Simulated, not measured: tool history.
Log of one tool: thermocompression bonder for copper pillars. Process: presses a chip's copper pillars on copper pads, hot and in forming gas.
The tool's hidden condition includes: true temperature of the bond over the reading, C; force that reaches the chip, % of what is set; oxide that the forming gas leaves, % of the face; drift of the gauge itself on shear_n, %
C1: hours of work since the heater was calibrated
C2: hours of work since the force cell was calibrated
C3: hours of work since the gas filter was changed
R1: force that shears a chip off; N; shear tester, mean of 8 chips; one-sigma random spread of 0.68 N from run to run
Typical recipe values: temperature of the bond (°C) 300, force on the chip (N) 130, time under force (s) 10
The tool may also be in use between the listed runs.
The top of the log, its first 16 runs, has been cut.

{"run": 17, "hour": 122.2, "temperature of the bond (°C)": 300, "force on the chip (N)": 130, "time under force (s)": 14, "C1": 876, "C2": 145, "C3": 113, "R1": 68.4}
{"run": 18, "hour": 128.5, "temperature of the bond (°C)": 300, "force on the chip (N)": 130, "time under force (s)": 14, "C1": 880, "C2": 148, "C3": 117, "R1": 68.1}
{"run": 19, "hour": 137.9, "temperature of the bond (°C)": 300, "force on the chip (N)": 130, "time under force (s)": 14, "C1": 885, "C2": 154, "C3": 122, "R1": 69.2}
{"hour": 140.6, "done": "forming gas filter changed"}
{"run": 20, "hour": 144.5, "temperature of the bond (°C)": 300, "force on the chip (N)": 130, "time under force (s)": 14, "C1": 888, "C2": 157, "C3": 2, "R1": 76.3}
{"run": 21, "hour": 153.3, "temperature of the bond (°C)": 300, "force on the chip (N)": 130, "time under force (s)": 14, "C1": 893, "C2": 162, "C3": 7, "R1": 75.4}
{"run": 22, "hour": 159.0, "temperature of the bond (°C)": 300, "force on the chip (N)": 130, "time under force (s)": 14, "C1": 896, "C2": 165, "C3": 10, "R1": 74.9}
{"run": 23, "hour": 165.4, "temperature of the bond (°C)": 284, "force on the chip (N)": 89, "time under force (s)": 14, "C1": 900, "C2": 168, "C3": 14, "R1": 43.8}
{"run": 24, "hour": 170.5, "temperature of the bond (°C)": 284, "force on the chip (N)": 89, "time under force (s)": 14, "C1": 903, "C2": 171, "C3": 16, "R1": 44.2}
{"run": 25, "hour": 180.6, "temperature of the bond (°C)": 295, "force on the chip (N)": 130, "time under force (s)": 10, "C1": 908, "C2": 177, "C3": 22, "R1": 61.7}
{"run": 26, "hour": 188.0, "temperature of the bond (°C)": 295, "force on the chip (N)": 130, "time under force (s)": 10, "C1": 912, "C2": 181, "C3": 26, "R1": 61.1}
{"run": 27, "hour": 196.5, "temperature of the bond (°C)": 327, "force on the chip (N)": 160, "time under force (s)": 11, "C1": 917, "C2": 185, "C3": 31, "R1": 105.7}
{"run": 28, "hour": 202.8, "temperature of the bond (°C)": 286, "force on the chip (N)": 160, "time under force (s)": 11, "C1": 920, "C2": 189, "C3": 34, "R1": 64.2}
{"run": 29, "hour": 212.6, "temperature of the bond (°C)": 300, "force on the chip (N)": 99, "time under force (s)": 10, "C1": 926, "C2": 194, "C3": 39, "R1": 51.9}
{"run": 30, "hour": 222.0, "temperature of the bond (°C)": 300, "force on the chip (N)": 99, "time under force (s)": 10, "C1": 931, "C2": 199, "C3": 45, "R1": 51.9}
{"run": 31, "hour": 233.1, "temperature of the bond (°C)": 300, "force on the chip (N)": 99, "time under force (s)": 10, "C1": 937, "C2": 205, "C3": 51, "R1": 51.9}
{"run": 32, "hour": 238.1, "temperature of the bond (°C)": 300, "force on the chip (N)": 114, "time under force (s)": 18, "C1": 940, "C2": 208, "C3": 53, "R1": 71.4}
{"run": 33, "hour": 247.8, "temperature of the bond (°C)": 300, "force on the chip (N)": 114, "time under force (s)": 18, "C1": 945, "C2": 213, "C3": 59, "R1": 70.6}
{"run": 34, "hour": 256.0, "temperature of the bond (°C)": 280, "force on the chip (N)": 94, "time under force (s)": 7, "C1": 949, "C2": 218, "C3": 63, "R1": 30.0}
{"run": 35, "hour": 267.1, "temperature of the bond (°C)": 311, "force on the chip (N)": 92, "time under force (s)": 7, "C1": 955, "C2": 224, "C3": 69, "R1": 49.3}
{"run": 36, "hour": 275.1, "temperature of the bond (°C)": 284, "force on the chip (N)": 92, "time under force (s)": 7, "C1": 960, "C2": 228, "C3": 74, "R1": 31.0}
{"run": 37, "hour": 284.8, "temperature of the bond (°C)": 324, "force on the chip (N)": 130, "time under force (s)": 10, "C1": 965, "C2": 234, "C3": 79, "R1": 83.7}
{"run": 38, "hour": 290.1, "temperature of the bond (°C)": 309, "force on the chip (N)": 99, "time under force (s)": 11, "C1": 968, "C2": 237, "C3": 82, "R1": 59.6}
{"run": 39, "hour": 298.7, "temperature of the bond (°C)": 300, "force on the chip (N)": 134, "time under force (s)": 24, "C1": 973, "C2": 241, "C3": 86, "R1": 85.1}

Each row is a separate what-if for the run after 39, all from the same tool condition, not one after another. Results?
{"run": "A", "hour": 307.4, "temperature of the bond (°C)": 273, "force on the chip (N)": 134, "time under force (s)": 24, "C1": 977, "C2": 246, "C3": 91, "R1": "?"}
{"run": "B", "hour": 307.4, "temperature of the bond (°C)": 300, "force on the chip (N)": 130, "time under force (s)": 13, "C1": 977, "C2": 246, "C3": 91, "R1": "?"}
{"run": "C", "hour": 307.4, "temperature of the bond (°C)": 288, "force on the chip (N)": 130, "time under force (s)": 10, "C1": 977, "C2": 246, "C3": 91, "R1": "?"}
{"run": "D", "hour": 307.4, "temperature of the bond (°C)": 300, "force on the chip (N)": 95, "time under force (s)": 8, "C1": 977, "C2": 246, "C3": 91, "R1": "?"}

run=A R1=56.6
run=B R1=66.9
run=C R1=50.7
run=D R1=43.3
Without the tool's hidden state the same runs would have given:
run=A R1=68.0
run=B R1=79.1
run=C R1=60.8
run=D R1=51.9
